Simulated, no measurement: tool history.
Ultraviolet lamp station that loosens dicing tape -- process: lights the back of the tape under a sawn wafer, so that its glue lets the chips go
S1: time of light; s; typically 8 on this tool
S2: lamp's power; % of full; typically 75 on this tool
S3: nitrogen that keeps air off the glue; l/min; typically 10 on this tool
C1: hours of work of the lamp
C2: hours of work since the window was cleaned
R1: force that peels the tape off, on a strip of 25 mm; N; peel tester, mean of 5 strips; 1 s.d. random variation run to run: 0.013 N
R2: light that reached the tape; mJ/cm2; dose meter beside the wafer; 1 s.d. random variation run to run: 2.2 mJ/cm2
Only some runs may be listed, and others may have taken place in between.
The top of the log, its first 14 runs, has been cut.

run	hour	S1	S2	S3	C1	C2	R1	R2
15	347.7	8	74	10	605	531	0.631	202
16	377.7	8	74	10	627	554	0.628	201
# hour 390.0: window cleaned of glue's vapour
17	394.6	8	74	10	640	4	0.611	202
18	421.1	4	75	10	660	24	1.536	103
19	453.5	4	75	10	685	48	1.532	103
20	473.2	16	87	6	700	63	0.179	474
21	496.8	16	97	6	717	81	0.157	530
22	529.7	16	97	6	742	106	0.174	528
23	556.4	16	97	6	763	126	0.158	532
24	581.2	16	85	7	782	145	0.173	462
25	600.2	16	85	7	796	160	0.173	461
26	622.7	16	85	4	813	177	0.227	460
27	650.7	16	85	4	834	198	0.201	465
28	676.3	16	71	4	854	217	0.285	385
29	698.4	16	71	4	870	234	0.286	390
30	715.1	16	71	4	883	247	0.278	384
31	736.7	5	75	10	900	263	1.205	126
32	766.5	10	76	3	922	286	0.660	261

Expected results for the next run?
33	788.9	9	65	10	939	303	?	?

R1: 0.645 N
R2: 197 mJ/cm2
Without the tool's hidden state the same run would have given R1 0.642 N, R2 198 mJ/cm2.
